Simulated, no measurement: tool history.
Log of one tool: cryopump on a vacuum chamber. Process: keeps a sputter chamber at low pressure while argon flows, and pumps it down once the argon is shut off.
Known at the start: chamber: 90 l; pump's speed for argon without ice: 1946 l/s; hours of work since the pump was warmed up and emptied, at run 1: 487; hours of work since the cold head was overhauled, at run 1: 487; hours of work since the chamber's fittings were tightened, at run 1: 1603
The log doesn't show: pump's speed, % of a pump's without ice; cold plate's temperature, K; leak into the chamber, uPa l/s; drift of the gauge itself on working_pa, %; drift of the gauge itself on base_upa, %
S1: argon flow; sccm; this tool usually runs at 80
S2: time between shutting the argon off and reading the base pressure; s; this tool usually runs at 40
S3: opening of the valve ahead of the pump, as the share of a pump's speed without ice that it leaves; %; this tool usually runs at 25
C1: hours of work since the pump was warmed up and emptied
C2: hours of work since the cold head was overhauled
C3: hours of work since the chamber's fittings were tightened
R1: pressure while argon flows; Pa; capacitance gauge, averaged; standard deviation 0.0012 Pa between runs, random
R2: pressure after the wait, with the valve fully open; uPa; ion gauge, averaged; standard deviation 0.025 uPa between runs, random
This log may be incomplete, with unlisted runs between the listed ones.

run,hour,S1,S2,S3,C1,C2,C3,R1,R2
1,0.0,80,40,25,487,487,1603,0.2886,1.50
2,22.9,80,40,25,506,506,1621,0.2905,1.48
3,56.7,80,40,25,533,533,1649,0.2905,1.55
4,104.2,80,40,25,572,572,1688,0.2900,1.53
5,152.1,80,46,25,611,611,1727,0.2935,1.49
6,181.7,80,46,25,635,635,1751,0.2944,1.47
7,206.5,80,46,25,655,655,1771,0.2947,1.45
8,255.1,80,46,25,695,695,1811,0.2953,1.46
9,303.9,83,40,25,735,735,1850,0.3082,1.65
10,341.0,83,40,25,765,765,1881,0.3081,1.66
11,371.0,83,40,25,790,790,1905,0.3074,1.61
12,413.9,83,40,25,825,825,1940,0.3086,1.69
13,443.6,83,40,25,849,849,1964,0.3103,1.70
14,466.9,80,40,25,868,868,1983,0.3006,1.69
15,506.9,80,40,27,900,900,2016,0.2807,1.74
16,542.2,80,114,25,929,929,2045,0.3038,1.18
17,566.3,35,40,25,949,949,2064,0.1329,1.77
18,590.8,35,40,25,969,969,2084,0.1322,1.80
# hour 623.4: pump warmed up, emptied and cooled again
19,637.7,44,40,29,12,1003,2118,0.1311,1.54
20,669.9,44,40,29,38,1029,2145,0.1327,1.55
21,712.8,80,59,41,73,1064,2180,0.1711,1.34
22,760.7,42,169,17,112,1103,2219,0.2161,0.92
23,781.5,104,88,26,129,1120,2236,0.3490,1.11
24,816.7,104,88,26,158,1149,2264,0.3507,1.18
25,858.8,80,44,25,192,1183,2299,0.2813,1.53
26,891.8,80,44,25,219,1210,2326,0.2829,1.57
27,930.3,80,31,54,250,1241,2357,0.1345,1.91
28,971.3,80,31,54,284,1275,2390,0.1338,1.94
29,1006.7,151,40,30,312,1304,2419,0.4515,1.72
30,1043.9,151,40,30,343,1334,2450,0.4508,1.68
31,1091.1,151,40,30,381,1372,2488,0.4578,1.72
32,1126.3,151,40,30,410,1401,2517,0.4561,1.75
33,1173.5,151,40,30,448,1440,2555,0.4558,1.76

For each entry between runs, how does the tool's hidden state at the last listed run before it compare with that at the first listed run after it?
From run 18 to run 19: pump warmed up, emptied and cooled again (hour 623.4)
  pump's speed, % of a pump's without ice: 74 -> 99.7; cold plate's temperature, K: 12.41 -> 12.42; leak into the chamber, uPa l/s: 1355 -> 1373
  the result without the hidden state subtracted from the measured one, R1: +0.0110 -> +0.0004 Pa; R2: +0.82 -> +0.56 uPa
